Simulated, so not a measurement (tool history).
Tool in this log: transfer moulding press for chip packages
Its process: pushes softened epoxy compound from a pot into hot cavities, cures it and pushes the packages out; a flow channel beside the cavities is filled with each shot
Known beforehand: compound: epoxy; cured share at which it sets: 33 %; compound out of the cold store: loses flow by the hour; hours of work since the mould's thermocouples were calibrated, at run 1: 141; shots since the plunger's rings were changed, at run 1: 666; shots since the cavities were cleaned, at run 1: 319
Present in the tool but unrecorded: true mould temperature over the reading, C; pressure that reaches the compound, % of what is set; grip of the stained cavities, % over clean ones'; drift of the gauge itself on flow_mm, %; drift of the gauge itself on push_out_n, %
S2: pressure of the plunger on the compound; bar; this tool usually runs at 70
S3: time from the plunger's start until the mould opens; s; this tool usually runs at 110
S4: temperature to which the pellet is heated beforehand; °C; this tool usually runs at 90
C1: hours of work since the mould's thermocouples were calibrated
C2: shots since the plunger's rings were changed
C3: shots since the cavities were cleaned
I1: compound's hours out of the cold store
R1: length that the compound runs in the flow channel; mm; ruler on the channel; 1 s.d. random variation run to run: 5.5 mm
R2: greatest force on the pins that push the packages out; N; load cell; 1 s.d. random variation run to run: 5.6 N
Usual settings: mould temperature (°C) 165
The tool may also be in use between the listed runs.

{"run": 1, "hour": 0.0, "mould temperature (°C)": 165, "S2": 70, "S3": 110, "S4": 90, "C1": 141, "C2": 666, "C3": 319, "I1": 17.9, "R1": 618, "R2": 361}
{"hour": 21.2, "done": "cavities cleaned with cleaning compound and waxed"}
{"hour": 78.6, "done": "cavities cleaned with cleaning compound and waxed"}
{"run": 2, "hour": 83.6, "mould temperature (°C)": 165, "S2": 70, "S3": 110, "S4": 90, "C1": 184, "C2": 1348, "C3": 42, "I1": 20.8, "R1": 611, "R2": 235}
{"run": 3, "hour": 117.9, "mould temperature (°C)": 165, "S2": 70, "S3": 96, "S4": 90, "C1": 202, "C2": 1638, "C3": 332, "I1": 46.1, "R1": 532, "R2": 429}
{"hour": 136.2, "done": "cavities cleaned with cleaning compound and waxed"}
{"hour": 194.7, "done": "cavities cleaned with cleaning compound and waxed"}
{"run": 4, "hour": 195.4, "mould temperature (°C)": 165, "S2": 70, "S3": 110, "S4": 92, "C1": 241, "C2": 2269, "C3": 7, "I1": 36.4, "R1": 550, "R2": 196}
{"run": 5, "hour": 235.3, "mould temperature (°C)": 165, "S2": 70, "S3": 110, "S4": 92, "C1": 262, "C2": 2606, "C3": 344, "I1": 13.8, "R1": 618, "R2": 378}
{"hour": 255.6, "done": "cavities cleaned with cleaning compound and waxed"}
{"run": 6, "hour": 297.2, "mould temperature (°C)": 165, "S2": 70, "S3": 110, "S4": 92, "C1": 293, "C2": 3117, "C3": 352, "I1": 46.4, "R1": 520, "R2": 362}
{"hour": 314.0, "done": "cavities cleaned with cleaning compound and waxed"}
{"run": 7, "hour": 353.8, "mould temperature (°C)": 165, "S2": 70, "S3": 110, "S4": 92, "C1": 322, "C2": 3583, "C3": 336, "I1": 12.1, "R1": 610, "R2": 362}
{"hour": 372.6, "done": "cavities cleaned with cleaning compound and waxed"}
{"hour": 411.3, "done": "plunger's sealing rings changed"}
{"run": 8, "hour": 420.0, "mould temperature (°C)": 165, "S2": 70, "S3": 110, "S4": 92, "C1": 355, "C2": 74, "C3": 379, "I1": 47.6, "R1": 545, "R2": 363}
{"hour": 434.1, "done": "cavities cleaned with cleaning compound and waxed"}
{"run": 9, "hour": 481.4, "mould temperature (°C)": 165, "S2": 70, "S3": 110, "S4": 92, "C1": 386, "C2": 581, "C3": 401, "I1": 27.3, "R1": 607, "R2": 368}
{"hour": 496.3, "done": "cavities cleaned with cleaning compound and waxed"}
{"run": 10, "hour": 525.4, "mould temperature (°C)": 165, "S2": 70, "S3": 110, "S4": 92, "C1": 408, "C2": 940, "C3": 246, "I1": 19.4, "R1": 610, "R2": 324}
{"hour": 553.9, "done": "cavities cleaned with cleaning compound and waxed"}
{"run": 11, "hour": 570.5, "mould temperature (°C)": 165, "S2": 70, "S3": 110, "S4": 91, "C1": 431, "C2": 1309, "C3": 140, "I1": 22, "R1": 609, "R2": 278}
{"hour": 611.0, "done": "cavities cleaned with cleaning compound and waxed"}
{"run": 12, "hour": 634.9, "mould temperature (°C)": 165, "S2": 70, "S3": 110, "S4": 91, "C1": 464, "C2": 1841, "C3": 202, "I1": 30.7, "R1": 570, "R2": 316}
{"hour": 647.9, "done": "mould's thermocouples calibrated"}
{"hour": 669.4, "done": "cavities cleaned with cleaning compound and waxed"}
{"run": 13, "hour": 674.3, "mould temperature (°C)": 165, "S2": 70, "S3": 110, "S4": 91, "C1": 13, "C2": 2144, "C3": 41, "I1": 16.7, "R1": 614, "R2": 223}
{"hour": 725.6, "done": "cavities cleaned with cleaning compound and waxed"}
{"run": 14, "hour": 736.1, "mould temperature (°C)": 165, "S2": 54.7, "S3": 110, "S4": 99, "C1": 45, "C2": 2655, "C3": 89, "I1": 25.5, "R1": 514, "R2": 256}
{"hour": 783.0, "done": "cavities cleaned with cleaning compound and waxed"}
{"run": 15, "hour": 792.5, "mould temperature (°C)": 165, "S2": 62.8, "S3": 92, "S4": 86, "C1": 73, "C2": 3119, "C3": 80, "I1": 17.8, "R1": 564, "R2": 362}
{"hour": 843.4, "done": "cavities cleaned with cleaning compound and waxed"}
{"run": 16, "hour": 863.6, "mould temperature (°C)": 173, "S2": 61, "S3": 121, "S4": 90, "C1": 110, "C2": 3708, "C3": 171, "I1": 10.2, "R1": 562, "R2": 247}
{"hour": 905.4, "done": "plunger's sealing rings changed"}
{"hour": 906.9, "done": "cavities cleaned with cleaning compound and waxed"}
{"run": 17, "hour": 951.2, "mould temperature (°C)": 167, "S2": 80.9, "S3": 135, "S4": 90, "C1": 154, "C2": 375, "C3": 375, "I1": 24.9, "R1": 648, "R2": 321}
{"hour": 964.3, "done": "cavities cleaned with cleaning compound and waxed"}
{"run": 18, "hour": 1008.2, "mould temperature (°C)": 167, "S2": 80.9, "S3": 135, "S4": 90, "C1": 183, "C2": 844, "C3": 371, "I1": 27.6, "R1": 632, "R2": 310}
{"hour": 1022.9, "done": "cavities cleaned with cleaning compound and waxed"}
{"run": 19, "hour": 1053.5, "mould temperature (°C)": 167, "S2": 68.8, "S3": 121, "S4": 86, "C1": 206, "C2": 1214, "C3": 258, "I1": 10.8, "R1": 624, "R2": 312}
{"hour": 1084.8, "done": "cavities cleaned with cleaning compound and waxed"}
{"run": 20, "hour": 1134.9, "mould temperature (°C)": 167, "S2": 68.8, "S3": 121, "S4": 86, "C1": 247, "C2": 1891, "C3": 424, "I1": 16.5, "R1": 610, "R2": 346}
{"hour": 1143.6, "done": "cavities cleaned with cleaning compound and waxed"}
{"hour": 1200.5, "done": "cavities cleaned with cleaning compound and waxed"}
{"run": 21, "hour": 1221.1, "mould temperature (°C)": 165, "S2": 66.3, "S3": 109, "S4": 87, "C1": 291, "C2": 2594, "C3": 174, "I1": 10.1, "R1": 611, "R2": 312}
{"hour": 1260.4, "done": "cavities cleaned with cleaning compound and waxed"}
{"run": 22, "hour": 1296.0, "mould temperature (°C)": 158, "S2": 58.2, "S3": 110, "S4": 84, "C1": 329, "C2": 3215, "C3": 301, "I1": 36.5, "R1": 508, "R2": 513}
{"hour": 1321.4, "done": "cavities cleaned with cleaning compound and waxed"}
{"hour": 1378.2, "done": "cavities cleaned with cleaning compound and waxed"}
{"run": 23, "hour": 1378.2, "mould temperature (°C)": 169, "S2": 58.2, "S3": 110, "S4": 88, "C1": 371, "C2": 3885, "C3": 0, "I1": 19.7, "R1": 525, "R2": 179}
{"hour": 1398.5, "done": "plunger's sealing rings changed"}
{"run": 24, "hour": 1426.0, "mould temperature (°C)": 168, "S2": 58.2, "S3": 110, "S4": 88, "C1": 395, "C2": 233, "C3": 383, "I1": 29.6, "R1": 532, "R2": 328}
{"hour": 1438.6, "done": "cavities cleaned with cleaning compound and waxed"}
{"run": 25, "hour": 1485.4, "mould temperature (°C)": 168, "S2": 58.2, "S3": 110, "S4": 88, "C1": 425, "C2": 722, "C3": 395, "I1": 45, "R1": 501, "R2": 342}

Below are 5 alternative next runs, each starting from the tool's condition after run 25. Predict each:
{"hour": 1500.0, "done": "cavities cleaned with cleaning compound and waxed"}
{"run": "A", "hour": 1549.5, "mould temperature (°C)": 162, "S2": 67.2, "S3": 107, "S4": 90, "C1": 458, "C2": 1252, "C3": 418, "I1": 16.4, "R1": "?", "R2": "?"}
{"hour": 1500.0, "done": "cavities cleaned with cleaning compound and waxed"}
{"run": "B", "hour": 1549.5, "mould temperature (°C)": 165, "S2": 61.8, "S3": 120, "S4": 88, "C1": 458, "C2": 1252, "C3": 418, "I1": 43.4, "R1": "?", "R2": "?"}
{"hour": 1500.0, "done": "cavities cleaned with cleaning compound and waxed"}
{"run": "C", "hour": 1549.5, "mould temperature (°C)": 158, "S2": 58.2, "S3": 132, "S4": 88, "C1": 458, "C2": 1252, "C3": 418, "I1": 36.4, "R1": "?", "R2": "?"}
{"hour": 1500.0, "done": "cavities cleaned with cleaning compound and waxed"}
{"run": "D", "hour": 1549.5, "mould temperature (°C)": 158, "S2": 58.2, "S3": 110, "S4": 84, "C1": 458, "C2": 1252, "C3": 418, "I1": 11.7, "R1": "?", "R2": "?"}
{"hour": 1500.0, "done": "cavities cleaned with cleaning compound and waxed"}
{"run": "E", "hour": 1549.5, "mould temperature (°C)": 158, "S2": 57.4, "S3": 110, "S4": 88, "C1": 458, "C2": 1252, "C3": 418, "I1": 21.1, "R1": "?", "R2": "?"}

run=A R1=616 R2=474
run=B R1=507 R2=353
run=C R1=523 R2=399
run=D R1=593 R2=606
run=E R1=558 R2=581
Without the tool's hidden state the same runs would have given:
run=A R1=631 R2=247
run=B R1=519 R2=182
run=C R1=536 R2=206
run=D R1=607 R2=319
run=E R1=571 R2=306

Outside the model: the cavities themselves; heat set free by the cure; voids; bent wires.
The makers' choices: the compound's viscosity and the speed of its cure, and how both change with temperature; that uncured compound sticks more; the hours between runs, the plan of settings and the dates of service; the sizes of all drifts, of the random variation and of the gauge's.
